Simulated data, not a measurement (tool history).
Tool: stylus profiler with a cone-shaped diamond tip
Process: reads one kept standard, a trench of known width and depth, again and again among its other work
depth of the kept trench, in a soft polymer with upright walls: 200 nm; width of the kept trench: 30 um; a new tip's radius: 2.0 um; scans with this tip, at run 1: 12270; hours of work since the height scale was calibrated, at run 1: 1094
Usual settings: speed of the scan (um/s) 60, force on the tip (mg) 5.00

run,hour,speed of the scan (um/s),force on the tip (mg),scans with this tip,hours of work since the height scale was calibrated,depth of the trench (Å),width of the trench's floor (nm)
1,0.0,60,5.00,12270,1094,2024.0,28120
2,50.6,60,5.00,12526,1117,2025.8,28100
3,83.8,60,5.00,12695,1132,2024.6,28120
4,137.0,60,5.00,12965,1156,2025.7,28080
5,187.0,60,5.00,13218,1179,2027.5,28060
6,250.8,62,5.00,13542,1208,2023.5,28060
7,296.2,54,5.00,13772,1228,2026.3,28130
8,323.4,60,3.50,13910,1241,2020.9,28080
9,352.8,60,5.00,14059,1254,2025.0,28130
10,391.9,60,5.00,14257,1272,2026.1,28100
11,452.3,60,5.00,14563,1299,2026.1,28150
12,497.9,60,5.00,14795,1320,2024.6,28110
13,558.2,60,6.04,15100,1347,2030.2,28100
14,622.8,60,6.04,15428,1376,2029.1,28100
15,675.5,60,6.04,15695,1400,2029.2,28040
16,710.8,60,6.04,15874,1416,2029.6,28070
17,747.2,60,6.04,16058,1432,2028.8,28100
# hour 755.1: new tip fitted, height scale calibrated
18,814.0,184,5.00,298,27,2026.1,27790
19,856.0,60,5.00,511,46,2024.9,28110
20,891.1,60,5.00,689,61,2023.9,28090
21,921.1,35,13.34,841,75,2049.1,28210
22,965.9,22,5.00,1068,95,2025.9,28200
23,1026.9,52,9.03,1377,123,2038.1,28150
24,1081.5,41,2.58,1655,148,2017.5,28120
25,1144.1,41,4.65,1972,176,2024.1,28120
26,1203.7,162,4.53,2274,203,2025.1,27790
27,1246.8,162,4.53,2492,222,2025.1,27820
28,1277.1,70,13.48,2646,236,2049.9,28180
29,1333.9,15,13.48,2934,262,2053.3,28200
30,1369.7,15,13.48,3116,278,2049.4,28190
31,1414.7,36,1.96,3344,298,2013.7,28090
32,1452.7,58,6.05,3536,315,2030.4,28130
33,1480.8,58,6.05,3679,328,2029.4,28130
34,1515.4,58,6.05,3854,344,2030.2,28180
35,1543.9,164,1.92,3999,357,2012.9,27580
36,1573.0,33,2.14,4147,370,2014.4,28150
37,1607.2,16,5.00,4320,385,2025.4,28250
38,1641.1,16,5.00,4491,401,2024.3,28150
39,1700.8,76,9.62,4794,428,2040.1,28180
40,1752.7,21,9.89,5058,451,2042.4,28130

Across each entry between runs, compare the hidden state at the last listed run before it with the hidden state at the first listed run after it:
Run 17 -> run 18: new tip fitted, height scale calibrated (hour 755.1)
  radius of the tip, um: 2.04 -> 2; height scale over the true one, %: 0.004 -> 0

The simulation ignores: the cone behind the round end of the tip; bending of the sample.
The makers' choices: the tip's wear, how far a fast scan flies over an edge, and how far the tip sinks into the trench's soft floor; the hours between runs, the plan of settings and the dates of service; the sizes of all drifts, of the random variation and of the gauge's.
